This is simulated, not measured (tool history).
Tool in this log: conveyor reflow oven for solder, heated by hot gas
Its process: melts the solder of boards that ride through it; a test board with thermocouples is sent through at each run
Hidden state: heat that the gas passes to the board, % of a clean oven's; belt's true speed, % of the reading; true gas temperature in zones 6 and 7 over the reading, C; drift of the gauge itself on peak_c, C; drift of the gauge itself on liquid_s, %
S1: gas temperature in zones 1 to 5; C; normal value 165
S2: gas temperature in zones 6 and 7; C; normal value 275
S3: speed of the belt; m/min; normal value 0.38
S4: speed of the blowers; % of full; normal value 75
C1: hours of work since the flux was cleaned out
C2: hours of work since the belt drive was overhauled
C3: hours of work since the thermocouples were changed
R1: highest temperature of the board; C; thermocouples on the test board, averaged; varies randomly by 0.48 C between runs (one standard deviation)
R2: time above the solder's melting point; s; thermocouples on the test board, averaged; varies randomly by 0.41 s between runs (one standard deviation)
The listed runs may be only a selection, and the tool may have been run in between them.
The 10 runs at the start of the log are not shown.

run     day   S1   S2     S3  S4   C1   C2   C3     R1    R2
 11   8.929  165  269   0.38  75  375  759  211  253.3  70.2
 12   9.925  165  269   0.38  75  388  772  225  254.2  70.5
 13  10.629  165  269   0.38  75  397  782  234    253  70.7
     11.525  -- flux residue cleaned out of gas plates and filters
 14    11.6  165  275   0.38  75    1  792  244  262.7    79
 15  12.633  165  275   0.38  75   15  805  258  262.4  77.9
 16  13.804  165  275   0.38  75   30  821  273  262.8  78.1
     14.042  -- belt drive overhauled, speed set with a stopwatch
 17  15.171  156  268  0.323  67   46   15  289  256.9  86.1
 18  16.225  172  275   0.38  72   60   29  303  262.5  81.9
 19  16.767  172  275   0.38  72   67   36  310    262  81.1
 20   17.85  172  275   0.38  72   81   50  324  262.3  81.3
 21  18.412  173  279   0.38  75   89   58  332  266.9  83.9
     18.712  -- belt drive overhauled, speed set with a stopwatch, once more
 22  19.446  165  268  0.346  75  100   10  343  257.5  81.1
 23  20.071  159  289  0.388  75  108   18  351  272.1  78.8
 24  21.179  166  275   0.41  90  123   33  366  261.5  70.6

Run 25 has not been measured yet. What should we expect?
 25  22.388  166  282  0.327  55  139  49  382   ?   ?

{"run 25": {"R1": 267.5, "R2": 92.8}}
On a tool with no hidden condition, and with the same random variation, this run would have come out at R1 268.9 C, R2 93.9 s.

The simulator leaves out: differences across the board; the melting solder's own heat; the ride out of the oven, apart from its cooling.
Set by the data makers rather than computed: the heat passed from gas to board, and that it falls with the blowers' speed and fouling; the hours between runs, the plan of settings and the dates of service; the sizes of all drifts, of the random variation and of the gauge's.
